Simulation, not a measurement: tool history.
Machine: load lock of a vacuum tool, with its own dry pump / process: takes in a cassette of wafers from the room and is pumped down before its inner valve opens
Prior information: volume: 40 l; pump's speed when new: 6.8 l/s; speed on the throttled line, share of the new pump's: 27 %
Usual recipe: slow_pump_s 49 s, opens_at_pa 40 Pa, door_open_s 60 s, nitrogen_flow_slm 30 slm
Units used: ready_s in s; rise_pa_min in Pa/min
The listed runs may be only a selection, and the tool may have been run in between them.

run	day	slow_pump_s	opens_at_pa	door_open_s	nitrogen_flow_slm	incoming humidity of the room's air, %	ready_s	rise_pa_min
1	0	49	40	60	30	45.8	82.3	0.136
2	21.55	49	40	60	30	42.3	82.7	0.138
3	36.092	49	40	60	30	43.8	82.5	0.136
4	54.188	49	40	60	30	44.3	83.2	0.14
5	71.9	49	40	60	30	43.4	83.4	0.145
6	93.217	49	40	60	30	43	82.8	0.146
7	117.179	49	40	60	30	48.4	83.4	0.151
8	135.179	49	40	60	30	44	83.3	0.157
9	158.7	49	57	60	30	41.5	81	0.158
10	171.425	49	57	60	30	45.5	81.8	0.164
11	187.058	49	57	60	30	47	81.7	0.17
12	211.325	49	57	60	30	44.1	81.3	0.174
13	239.371	49	57	60	30	42.4	81.8	0.181
14	264	49	57	60	30	45	81.5	0.19
15	278.921	49	57	60	30	43.5	81.5	0.194
16	293.796	47	62	145	13	45.3	80.5	0.224
17	308.217	47	48	145	13	43.3	81.4	0.23
18	322.762	31	40	60	30	43.2	72.1	0.209
19	344.858	49	40	102	25	43.6	85.5	0.222
20	358.925	45	40	52	30	47.6	82.1	0.213
21	372.658	45	40	52	30	42	82.5	0.217
22	386.754	45	40	52	30	47	82.5	0.222
23	414.575	28	40	38	30	46	70.8	0.223
# day 421.642: door's seal changed, seat wiped
24	429.579	28	40	38	30	49.2	70.1	0.014
25	457.562	58	40	60	30	43.8	92.5	0.024
26	474.967	49	34	27	16	45	86.4	0.02
27	501.029	82	71	116	10	46.2	104.6	0.049

What if the next run were any one of these 3? Each begins from the tool's condition after run 27:
A	520.762	59	72	60	43	45.4	?	?
B	520.762	82	78	62	10	44.6	?	?
C	520.762	49	40	60	17	48	?	?

run	ready_s	rise_pa_min
A	88.8	0.025
B	104	0.04
C	85.9	0.035
What these runs would have given with no unlogged condition in the tool:
run	ready_s	rise_pa_min
A	85.6	0.017
B	101.6	0.032
C	82	0.027
